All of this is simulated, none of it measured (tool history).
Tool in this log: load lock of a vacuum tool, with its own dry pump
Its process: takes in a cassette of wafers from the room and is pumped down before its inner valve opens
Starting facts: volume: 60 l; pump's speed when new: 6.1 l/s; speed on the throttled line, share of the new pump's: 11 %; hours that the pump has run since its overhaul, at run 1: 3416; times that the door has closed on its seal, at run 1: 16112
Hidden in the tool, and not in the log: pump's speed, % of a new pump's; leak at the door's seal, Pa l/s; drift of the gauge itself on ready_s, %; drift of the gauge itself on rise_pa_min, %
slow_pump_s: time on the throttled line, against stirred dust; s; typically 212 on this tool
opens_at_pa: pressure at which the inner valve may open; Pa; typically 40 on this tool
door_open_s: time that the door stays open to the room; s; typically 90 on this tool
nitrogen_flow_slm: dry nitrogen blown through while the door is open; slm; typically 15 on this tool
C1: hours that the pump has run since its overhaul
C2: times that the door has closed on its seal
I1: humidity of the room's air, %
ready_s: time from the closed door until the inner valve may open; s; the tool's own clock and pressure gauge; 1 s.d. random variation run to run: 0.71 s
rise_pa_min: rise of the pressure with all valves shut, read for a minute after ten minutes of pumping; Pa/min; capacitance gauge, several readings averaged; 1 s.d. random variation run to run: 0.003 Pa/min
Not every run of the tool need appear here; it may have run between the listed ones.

Run 1, hour 0: usual settings; C1 3416; C2 16112; I1 43.7. Result: ready_s 266.5 s, rise_pa_min 0.147 Pa/min.
Run 2, hour 50.7: usual settings; C1 3467; C2 16325; I1 46.2. Result: ready_s 266.1 s, rise_pa_min 0.148 Pa/min.
Run 3, hour 111.3: usual settings but opens_at_pa 29 Pa; C1 3528; C2 16580; I1 46.2. Result: ready_s 269.3 s, rise_pa_min 0.156 Pa/min.
Run 4, hour 177.8: usual settings but opens_at_pa 29 Pa; C1 3594; C2 16860; I1 43.4. Result: ready_s 271.4 s, rise_pa_min 0.153 Pa/min.
Run 5, hour 251.3: usual settings but opens_at_pa 29 Pa; C1 3668; C2 17169; I1 44.6. Result: ready_s 271 s, rise_pa_min 0.16 Pa/min.
Run 6, hour 349: usual settings; C1 3765; C2 17580; I1 47. Result: ready_s 266.7 s, rise_pa_min 0.165 Pa/min.
Run 7, hour 419.4: usual settings; C1 3836; C2 17877; I1 45.1. Result: ready_s 267.8 s, rise_pa_min 0.172 Pa/min.
Run 8, hour 481: usual settings but nitrogen_flow_slm 9 slm; C1 3897; C2 18136; I1 46.1. Result: ready_s 267.4 s, rise_pa_min 0.18 Pa/min.
Run 9, hour 556.5: usual settings but nitrogen_flow_slm 9 slm; C1 3973; C2 18453; I1 47.4. Result: ready_s 266.9 s, rise_pa_min 0.187 Pa/min.
Run 10, hour 626.5: usual settings but nitrogen_flow_slm 9 slm; C1 4043; C2 18748; I1 43.8. Result: ready_s 267.2 s, rise_pa_min 0.189 Pa/min.
Run 11, hour 701.6: usual settings but door_open_s 215 s, nitrogen_flow_slm 9 slm; C1 4118; C2 19064; I1 45.6. Result: ready_s 267.3 s, rise_pa_min 0.209 Pa/min.
Run 12, hour 749.6: usual settings but door_open_s 215 s, nitrogen_flow_slm 9 slm; C1 4166; C2 19266; I1 44.8. Result: ready_s 266.1 s, rise_pa_min 0.211 Pa/min.
Run 13, hour 815.9: usual settings but slow_pump_s 379 s, door_open_s 36 s, nitrogen_flow_slm 4 slm; C1 4232; C2 19545; I1 43.9. Result: ready_s 413.8 s, rise_pa_min 0.19 Pa/min.
Run 14, hour 887.4: usual settings but slow_pump_s 379 s, door_open_s 36 s, nitrogen_flow_slm 4 slm; C1 4304; C2 19846; I1 48.2. Result: ready_s 416.1 s, rise_pa_min 0.192 Pa/min.
Run 15, hour 943.2: usual settings but slow_pump_s 186 s, door_open_s 44 s, nitrogen_flow_slm 16 slm; C1 4359; C2 20080; I1 43.9. Result: ready_s 243.5 s, rise_pa_min 0.196 Pa/min.
Run 16, hour 1038.5: usual settings but slow_pump_s 186 s, door_open_s 44 s, nitrogen_flow_slm 16 slm; C1 4455; C2 20481; I1 46.5. Result: ready_s 243.9 s, rise_pa_min 0.197 Pa/min.
Run 17, hour 1117.8: usual settings but slow_pump_s 186 s, door_open_s 44 s, nitrogen_flow_slm 16 slm; C1 4534; C2 20815; I1 45.4. Result: ready_s 243.7 s, rise_pa_min 0.208 Pa/min.
Run 18, hour 1204.5: usual settings but door_open_s 197 s; C1 4621; C2 21180; I1 45.2. Result: ready_s 266.8 s, rise_pa_min 0.231 Pa/min.
Run 19, hour 1300.9: usual settings but door_open_s 197 s; C1 4717; C2 21586; I1 47.1. Result: ready_s 267.2 s, rise_pa_min 0.236 Pa/min.

What if the next run were any one of these 5? Each begins from the tool's condition after run 19:
Run A, hour 1352.6: usual settings but slow_pump_s 152 s, door_open_s 197 s, nitrogen_flow_slm 14 slm; C1 4769; C2 21803; I1 48.3. Result: ready_s ?, rise_pa_min ?.
Run B, hour 1352.6: usual settings but slow_pump_s 132 s, door_open_s 43 s, nitrogen_flow_slm 23 slm; C1 4769; C2 21803; I1 48.4. Result: ready_s ?, rise_pa_min ?.
Run C, hour 1352.6: usual settings but slow_pump_s 293 s, opens_at_pa 63 Pa, door_open_s 145 s; C1 4769; C2 21803; I1 47.3. Result: ready_s ?, rise_pa_min ?.
Run D, hour 1352.6: usual settings but slow_pump_s 386 s, door_open_s 163 s, nitrogen_flow_slm 17 slm; C1 4769; C2 21803; I1 48.1. Result: ready_s ?, rise_pa_min ?.
Run E, hour 1352.6: usual settings but opens_at_pa 34 Pa, door_open_s 27 s; C1 4769; C2 21803; I1 46. Result: ready_s ?, rise_pa_min ?.

run  ready_s  rise_pa_min
  A    214.7        0.242
  B    196.4        0.213
  C    334.5        0.235
  D    419.7        0.239
  E    268.2        0.213
Stripped of hidden state, with their random variation kept, the same runs would have yielded:
run  ready_s  rise_pa_min
  A    212.3        0.046
  B      194        0.017
  C      333        0.038
  D    418.3        0.041
  E      266        0.016

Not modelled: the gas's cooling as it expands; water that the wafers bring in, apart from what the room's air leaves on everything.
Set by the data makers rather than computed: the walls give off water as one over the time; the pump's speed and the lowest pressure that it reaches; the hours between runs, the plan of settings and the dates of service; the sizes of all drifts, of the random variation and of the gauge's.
